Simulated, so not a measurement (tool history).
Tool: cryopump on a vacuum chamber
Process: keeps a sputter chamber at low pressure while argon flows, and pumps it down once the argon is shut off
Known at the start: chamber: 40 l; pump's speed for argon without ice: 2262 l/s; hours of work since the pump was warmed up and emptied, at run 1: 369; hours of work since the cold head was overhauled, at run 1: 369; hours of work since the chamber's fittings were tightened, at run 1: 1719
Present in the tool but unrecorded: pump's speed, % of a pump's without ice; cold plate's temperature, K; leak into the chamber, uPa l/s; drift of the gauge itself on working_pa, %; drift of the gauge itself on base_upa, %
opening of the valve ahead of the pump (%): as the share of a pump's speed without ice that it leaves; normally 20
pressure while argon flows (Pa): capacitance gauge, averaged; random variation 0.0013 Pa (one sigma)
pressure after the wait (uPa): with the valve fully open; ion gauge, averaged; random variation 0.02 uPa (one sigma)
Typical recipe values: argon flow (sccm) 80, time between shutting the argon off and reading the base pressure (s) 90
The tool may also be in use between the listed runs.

run   hour  argon flow (sccm)  time between shutting the argon off and reading the base pressure (s)  opening of the valve ahead of the pump (%)  hours of work since the pump was warmed up and emptied  hours of work since the cold head was overhauled  hours of work since the chamber's fittings were tightened  pressure while argon flows (Pa)  pressure after the wait (uPa)
  1    0.0                 80                                                                     90                                          20                                                     369                                               369                                                       1719                           0.3118                           2.05
  2   19.4                 80                                                                     90                                          20                                                     378                                               378                                                       1728                           0.3105                           2.00
  3   33.3                108                                                                     90                                          20                                                     385                                               385                                                       1735                           0.4206                           2.03
  4   54.7                108                                                                     90                                          20                                                     395                                               395                                                       1745                           0.4214                           2.05
  5   67.6                108                                                                     90                                          20                                                     402                                               402                                                       1751                           0.4174                           2.09
  6   96.3                 80                                                                     90                                          20                                                     415                                               415                                                       1765                           0.3121                           2.10
  7  109.4                 80                                                                     90                                          20                                                     422                                               422                                                       1771                           0.3108                           2.15
  8  125.9                 80                                                                    221                                          20                                                     430                                               430                                                       1779                           0.3130                           2.03
  9  148.6                 80                                                                    221                                          20                                                     441                                               441                                                       1790                           0.3115                           2.10
 10  177.7                134                                                                     90                                          20                                                     455                                               455                                                       1804                           0.5251                           2.15
 11  200.4                134                                                                     90                                          20                                                     466                                               466                                                       1815                           0.5245                           2.16
     213.0  -- leaking fittings of the chamber tightened, without venting
 12  217.6                134                                                                     90                                          20                                                     473                                               473                                                          2                           0.5247                           0.39
 13  237.7                134                                                                     90                                          20                                                     483                                               483                                                         12                           0.5237                           0.37
 14  260.7                134                                                                     90                                          33                                                     494                                               494                                                         23                           0.3282                           0.42
 15  280.8                134                                                                     90                                          33                                                     503                                               503                                                         33                           0.3291                           0.36
 16  305.8                134                                                                     90                                          33                                                     515                                               515                                                         45                           0.3299                           0.42
 17  320.7                134                                                                     90                                          33                                                     523                                               523                                                         52                           0.3320                           0.43
 18  343.2                109                                                                     68                                          50                                                     533                                               533                                                         63                           0.1869                           0.52
 19  362.1                 58                                                                     90                                          46                                                     543                                               543                                                         72                           0.1054                           0.48
 20  380.2                 58                                                                     90                                          46                                                     551                                               551                                                         81                           0.1073                           0.42
 21  394.0                 80                                                                     90                                          26                                                     558                                               558                                                         87                           0.2481                           0.46
 22  410.6                 70                                                                     72                                          16                                                     566                                               566                                                         95                           0.3416                           0.53
 23  426.8                 57                                                                     50                                          31                                                     574                                               574                                                        103                           0.1507                           0.59
 24  443.9                 48                                                                     50                                          33                                                     582                                               582                                                        111                           0.1197                           0.65
 25  468.7                 66                                                                     90                                          20                                                     594                                               594                                                        123                           0.2618                           0.51
 26  491.3                 80                                                                     35                                          43                                                     605                                               605                                                        134                           0.1593                           0.79
 27  503.3                 80                                                                     35                                          43                                                     611                                               611                                                        140                           0.1589                           0.81
 28  520.9                 40                                                                    218                                          30                                                     619                                               619                                                        148                           0.1097                           0.42
 29  545.9                 42                                                                     52                                          20                                                     631                                               631                                                        160                           0.1678                           0.69
 30  575.2                 33                                                                     66                                          20                                                     645                                               645                                                        174                           0.1314                           0.62
 31  597.9                 33                                                                     66                                          20                                                     656                                               656                                                        185                           0.1322                           0.70
 32  610.8                 33                                                                     66                                          53                                                     662                                               662                                                        192                           0.0551                           0.66
 33  630.3                 75                                                                    267                                          49                                                     672                                               672                                                        201                           0.1357                           0.55
 34  652.2                149                                                                    199                                          36                                                     682                                               682                                                        212                           0.3505                           0.55

Each row is a separate what-if for the run after 34, all from the same tool condition, not one after another. Results?
  A  677.1                 73                                                                     42                                          20                                                     694                                               694                                                        224                                ?                              ?
  B  677.1                 80                                                                     90                                          34                                                     694                                               694                                                        224                                ?                              ?
  C  677.1                156                                                                    299                                          20                                                     694                                               694                                                        224                                ?                              ?
  D  677.1                 41                                                                    180                                          49                                                     694                                               694                                                        224                                ?                              ?

run  pressure while argon flows (Pa)  pressure after the wait (uPa)
  A                           0.2945                           0.85
  B                           0.1993                           0.64
  C                           0.6287                           0.48
  D                           0.0733                           0.57
Stripped of hidden state, with their random variation kept, the same runs would have yielded:
run  pressure while argon flows (Pa)  pressure after the wait (uPa)
  A                           0.2733                           0.51
  B                           0.1762                           0.30
  C                           0.5836                           0.14
  D                           0.0615                           0.23
